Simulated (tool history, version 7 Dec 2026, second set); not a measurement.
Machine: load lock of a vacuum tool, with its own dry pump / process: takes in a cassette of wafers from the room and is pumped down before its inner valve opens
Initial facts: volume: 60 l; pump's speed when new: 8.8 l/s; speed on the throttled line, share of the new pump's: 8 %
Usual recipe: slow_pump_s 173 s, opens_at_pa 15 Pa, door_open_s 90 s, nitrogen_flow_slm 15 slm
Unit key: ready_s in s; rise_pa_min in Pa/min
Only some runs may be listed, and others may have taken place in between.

run    hour  slow_pump_s  opens_at_pa  door_open_s  nitrogen_flow_slm  incoming humidity of the room's air, %  ready_s  rise_pa_min
  1     0.0          173           15           90                 15                                    44.6    219.3        0.305
  2   688.6          173           15           90                 15                                    45.9    219.4        0.356
  3  1024.7          173           15           90                 15                                    49.4    220.6        0.386
  4  1335.4          173           15           90                 15                                    43.4    220.7        0.410
  5  1648.9          173           15           90                 15                                    51.3    221.3        0.450
     2062.2  -- door's seal changed, seat wiped
  6  2327.6          183           15           76                 16                                    42.5    230.1        0.054
  7  2926.4          155           18           90                 15                                    42.8    203.0        0.071
  8  3328.9          281           15           90                  8                                    44.7    319.1        0.096
  9  3756.4          281           15          165                  8                                    44.7    320.1        0.121
 10  4320.0          165           22          165                 40                                    44.5    211.3        0.102

Branching from run 10: 5 alternative next runs. What would each branch give?
  A  4645.7          130           22           26                  7                                    47.9        ?            ?
  B  4645.7          173           21           90                 15                                    44.0        ?            ?
  C  4645.7          165           22          165                 36                                    43.7        ?            ?
  D  4645.7          165           22           33                 40                                    46.5        ?            ?
  E  4645.7          165           22          165                  8                                    43.2        ?            ?

run  ready_s  rise_pa_min
  A    179.9        0.092
  B    220.4        0.108
  C    212.5        0.113
  D    213.3        0.079
  E    212.0        0.147
Stripped of hidden state, with their random variation kept, the same runs would have yielded:
run  ready_s  rise_pa_min
  A    176.8        0.033
  B    217.5        0.049
  C    209.6        0.052
  D    210.4        0.019
  E    209.1        0.086
